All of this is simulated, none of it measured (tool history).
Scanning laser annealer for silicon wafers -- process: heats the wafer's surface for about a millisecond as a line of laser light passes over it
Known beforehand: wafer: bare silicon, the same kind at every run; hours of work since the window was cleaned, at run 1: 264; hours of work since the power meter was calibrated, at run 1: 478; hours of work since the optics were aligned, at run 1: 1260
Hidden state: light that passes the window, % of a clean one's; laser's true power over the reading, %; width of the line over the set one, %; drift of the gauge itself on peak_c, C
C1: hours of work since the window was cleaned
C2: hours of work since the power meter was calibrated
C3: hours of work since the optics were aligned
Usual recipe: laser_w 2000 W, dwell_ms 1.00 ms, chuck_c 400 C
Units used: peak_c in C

run 1 hour=0.0 | laser_w=2000 dwell_ms=1.00 chuck_c=400 | C1=264 C2=478 C3=1260 | peak_c=1096
run 2 hour=49.3 | laser_w=2000 dwell_ms=1.00 chuck_c=400 | C1=295 C2=509 C3=1291 | peak_c=1093
run 3 hour=126.3 | laser_w=2000 dwell_ms=1.00 chuck_c=400 | C1=344 C2=558 C3=1340 | peak_c=1094
run 4 hour=185.7 | laser_w=2000 dwell_ms=1.00 chuck_c=432 | C1=381 C2=595 C3=1377 | peak_c=1119
run 5 hour=261.1 | laser_w=2000 dwell_ms=1.00 chuck_c=427 | C1=429 C2=643 C3=1425 | peak_c=1111
-- hour=276.4 window over the wafer cleaned
run 6 hour=310.0 | laser_w=2000 dwell_ms=1.00 chuck_c=427 | C1=21 C2=673 C3=1455 | peak_c=1145
-- hour=327.8 optics aligned, line set to its width
run 7 hour=385.5 | laser_w=2000 dwell_ms=1.00 chuck_c=427 | C1=66 C2=717 C3=36 | peak_c=1156
run 8 hour=462.1 | laser_w=2000 dwell_ms=1.00 chuck_c=427 | C1=114 C2=765 C3=85 | peak_c=1149
run 9 hour=529.4 | laser_w=2132 dwell_ms=1.00 chuck_c=400 | C1=157 C2=808 C3=127 | peak_c=1169
run 10 hour=579.9 | laser_w=2132 dwell_ms=1.00 chuck_c=438 | C1=189 C2=840 C3=159 | peak_c=1204
run 11 hour=633.4 | laser_w=1885 dwell_ms=0.83 chuck_c=400 | C1=222 C2=874 C3=193 | peak_c=1018
run 12 hour=666.7 | laser_w=1885 dwell_ms=1.01 chuck_c=410 | C1=243 C2=895 C3=214 | peak_c=1087
run 13 hour=709.6 | laser_w=1885 dwell_ms=1.01 chuck_c=410 | C1=270 C2=922 C3=241 | peak_c=1083

Expected results for the next run?
run 14 hour=776.4 | laser_w=1885 dwell_ms=1.01 chuck_c=410 | C1=313 C2=964 C3=283 | peak_c=?

{"run 14": {"peak_c": 1082}}
Had the tool carried no hidden state, the very same run would have given peak_c 1108 C.
